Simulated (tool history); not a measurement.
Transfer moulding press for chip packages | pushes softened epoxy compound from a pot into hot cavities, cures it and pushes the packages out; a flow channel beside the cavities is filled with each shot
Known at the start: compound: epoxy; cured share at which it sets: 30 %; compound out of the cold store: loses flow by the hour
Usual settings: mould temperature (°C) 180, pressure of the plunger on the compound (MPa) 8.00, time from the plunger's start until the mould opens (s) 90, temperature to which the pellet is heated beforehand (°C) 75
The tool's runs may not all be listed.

run,hour,mould temperature (°C),pressure of the plunger on the compound (MPa),time from the plunger's start until the mould opens (s),temperature to which the pellet is heated beforehand (°C),incoming compound's hours out of the cold store,length that the compound runs in the flow channel (mm),greatest force on the pins that push the packages out (N)
1,0.0,180,8.00,90,75,17.6,1001,918
2,6.1,180,8.00,90,75,22.5,981,949
3,13.1,180,8.00,90,75,18.9,998,987
4,20.2,180,8.30,90,75,9.9,1061,1010
5,27.9,180,8.30,90,75,36.8,940,1033
6,33.9,180,8.30,90,75,42.0,918,1003
7,40.0,180,8.30,90,75,32.0,965,1082
8,45.0,180,8.30,90,75,23.9,996,1086
# hour 48.0: mould's thermocouples calibrated
# hour 52.5: cavities cleaned with cleaning compound and waxed
9,57.0,180,8.30,90,75,43.1,918,659
10,68.1,180,8.30,90,75,25.7,989,760
11,76.0,180,8.00,105,75,46.8,888,654
12,85.9,180,8.00,90,75,31.0,940,914
13,90.6,180,6.55,90,75,10.4,933,1006
14,99.8,180,6.55,90,75,41.4,819,997
15,106.9,180,8.00,86,75,39.2,909,1109
# hour 117.9: mould's thermocouples calibrated, once more
16,120.2,175,6.04,90,78,18.7,895,1547
17,125.8,175,6.04,90,78,32.7,830,1498
18,132.0,175,6.46,90,77,42.4,833,1535
# hour 139.0: cavities cleaned with cleaning compound and waxed
19,143.8,183,7.59,84,75,16.9,956,629
20,155.0,183,7.44,84,75,25.5,916,731
21,162.8,176,7.44,84,75,30.7,938,1243
22,171.6,180,6.68,94,75,46.5,802,762
23,177.0,180,8.00,90,77,47.9,876,859
24,181.6,176,8.21,108,68,12.4,1052,855
25,190.9,178,8.00,102,75,47.3,892,866
26,199.5,187,7.82,103,80,44.1,844,692
27,209.6,187,7.39,74,81,12.0,942,1037
28,219.8,179,6.94,74,76,12.7,957,1973

Forecast each of these 3 alternatives for the next run:
# hour 223.3: cavities cleaned with cleaning compound and waxed
A,226.1,175,8.72,90,76,33.0,?,?
# hour 223.3: cavities cleaned with cleaning compound and waxed
B,226.1,174,7.39,78,75,38.3,?,?
# hour 223.3: cavities cleaned with cleaning compound and waxed
C,226.1,180,8.00,76,75,23.8,?,?

run,length that the compound runs in the flow channel (mm),greatest force on the pins that push the packages out (N)
A,1000,963
B,920,1409
C,965,933
Without the tool's hidden state the same runs would have given:
run,length that the compound runs in the flow channel (mm),greatest force on the pins that push the packages out (N)
A,1025,917
B,943,1340
C,989,889
